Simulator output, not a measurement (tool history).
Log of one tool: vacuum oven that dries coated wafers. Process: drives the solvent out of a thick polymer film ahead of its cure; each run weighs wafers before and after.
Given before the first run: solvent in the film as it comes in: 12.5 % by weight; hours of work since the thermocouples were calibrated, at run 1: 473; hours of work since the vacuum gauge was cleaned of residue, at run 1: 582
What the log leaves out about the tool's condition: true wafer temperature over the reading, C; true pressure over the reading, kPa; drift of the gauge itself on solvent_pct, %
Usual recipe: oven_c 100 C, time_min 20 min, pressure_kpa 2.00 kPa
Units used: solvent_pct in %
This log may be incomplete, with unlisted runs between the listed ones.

run     day  oven_c  time_min  pressure_kpa  hours of work since the thermocouples were calibrated  hours of work since the vacuum gauge was cleaned of residue  solvent_pct
  1   0.000     100        20          2.00                                                    473                                                          582         2.55
  2   1.296     100        20          2.00                                                    494                                                          603         2.54
  3   4.046     100        20          2.00                                                    539                                                          648         2.54
  4   5.796     100        20          2.59                                                    568                                                          677         2.88
  5   7.346     100        20          1.67                                                    593                                                          702         2.35
  6   8.946     100        20          3.44                                                    619                                                          728         3.36
  7  11.196     100        20          3.44                                                    656                                                          765         3.38
  8  13.271     100        33          3.44                                                    690                                                          799         2.53
  9  14.675      95        20          2.00                                                    713                                                          822         3.70
 10  16.171      95        20          2.00                                                    737                                                          846         3.70
 11  18.388     100        20          2.00                                                    774                                                          882         2.55
 12  19.679     100        20          2.00                                                    795                                                          904         2.57
 13  21.342     100        20          2.00                                                    822                                                          931         2.55
 14  22.829     111        18          5.20                                                    846                                                          955         2.50
 15  24.888     106        35          2.00                                                    880                                                          989         1.11
 16  27.521     114        17          2.00                                                    923                                                         1032         0.95
 17  30.104     114        17          2.00                                                    965                                                         1074         0.95
 18  31.917     114        17          2.00                                                    995                                                         1104         0.96
 19  34.342     104        31          3.41                                                   1034                                                         1143         2.08
 20  36.300     108        30          3.02                                                   1067                                                         1175         1.53
 21  38.192     102        18          1.76                                                   1097                                                         1206         2.28
 22  39.996      87        24          3.33                                                   1127                                                         1236         6.21
 23  41.546     102        24          6.55                                                   1152                                                         1261         4.38
     43.496  -- oven's thermocouples calibrated
 24  43.521      94        19          4.86                                                      0                                                         1292         5.89
 25  45.446      98        20          1.37                                                     32                                                         1323         2.61

Here are 4 independent what-if runs from the current tool condition. What would each one return?
  A  47.121      91        20          2.00                                                     59                                                         1351            ?
  B  47.121      91        20          1.37                                                     59                                                         1351            ?
  C  47.121     114        12          1.03                                                     59                                                         1351            ?
  D  47.121      98        20          3.99                                                     59                                                         1351            ?

run  solvent_pct
  A         4.77
  B         4.34
  C         0.95
  D         4.18
Without the tool's hidden state the same runs would have given:
run  solvent_pct
  A         4.77
  B         4.34
  C         0.95
  D         4.17
